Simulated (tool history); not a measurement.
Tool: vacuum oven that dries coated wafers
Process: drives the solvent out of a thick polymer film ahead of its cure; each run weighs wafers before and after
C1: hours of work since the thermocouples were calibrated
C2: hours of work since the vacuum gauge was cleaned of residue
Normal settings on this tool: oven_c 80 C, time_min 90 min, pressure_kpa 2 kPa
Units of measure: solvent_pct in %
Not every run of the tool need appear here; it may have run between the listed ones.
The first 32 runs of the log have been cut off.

Run 33, hour 799.3: usual settings but oven_c 68 C, pressure_kpa 1.92 kPa; C1 1230; C2 501. Result: solvent_pct 5.53 %.
Run 34, hour 827.2: usual settings but oven_c 65 C, pressure_kpa 1.92 kPa; C1 1247; C2 518. Result: solvent_pct 6.48 %.
Run 35, hour 850.4: usual settings but pressure_kpa 1.08 kPa; C1 1260; C2 531. Result: solvent_pct 1.84 %.
Run 36, hour 879.3: usual settings but oven_c 73 C; C1 1277; C2 548. Result: solvent_pct 4.25 %.
Run 37, hour 904.8: usual settings but time_min 58 min; C1 1292; C2 563. Result: solvent_pct 3.95 %.
Run 38, hour 935.2: usual settings but time_min 58 min; C1 1310; C2 581. Result: solvent_pct 3.98 %.
Run 39, hour 959.7: usual settings but time_min 47 min; C1 1325; C2 595. Result: solvent_pct 4.72 %.
Run 40, hour 982: usual settings but oven_c 93 C, time_min 64 min; C1 1338; C2 609. Result: solvent_pct 1.71 %.
Run 41, hour 1012.7: usual settings but oven_c 93 C, time_min 64 min, pressure_kpa 7.07 kPa; C1 1356; C2 627. Result: solvent_pct 5.39 %.
Run 42, hour 1041.1: usual settings but oven_c 93 C, time_min 64 min, pressure_kpa 7.07 kPa; C1 1372; C2 643. Result: solvent_pct 5.36 %.
Run 43, hour 1067.9: usual settings but oven_c 85 C, pressure_kpa 2.78 kPa; C1 1388; C2 659. Result: solvent_pct 2.98 %.
Run 44, hour 1081.5: usual settings but oven_c 89 C, time_min 101 min; C1 1396; C2 667. Result: solvent_pct 1.73 %.
Run 45, hour 1111.3: usual settings but oven_c 89 C, time_min 101 min; C1 1414; C2 685. Result: solvent_pct 1.73 %.
Run 46, hour 1132.1: usual settings but oven_c 89 C, time_min 101 min; C1 1426; C2 697. Result: solvent_pct 1.69 %.

3 ways to go on from here, each from the tool as it stands after run 46. What would each give?
Run A, hour 1158.3: usual settings but oven_c 71 C, time_min 50 min, pressure_kpa 6.97 kPa; C1 1441; C2 712. Result: solvent_pct ?.
Run B, hour 1158.3: usual settings but oven_c 71 C, time_min 56 min, pressure_kpa 3.57 kPa; C1 1441; C2 712. Result: solvent_pct ?.
Run C, hour 1158.3: usual settings but oven_c 85 C, time_min 121 min; C1 1441; C2 712. Result: solvent_pct ?.

run  solvent_pct
  A        13.32
  B         8.68
  C         1.99
With no hidden state in the tool, these same runs would have given:
run  solvent_pct
  A        13.29
  B         8.65
  C         1.98

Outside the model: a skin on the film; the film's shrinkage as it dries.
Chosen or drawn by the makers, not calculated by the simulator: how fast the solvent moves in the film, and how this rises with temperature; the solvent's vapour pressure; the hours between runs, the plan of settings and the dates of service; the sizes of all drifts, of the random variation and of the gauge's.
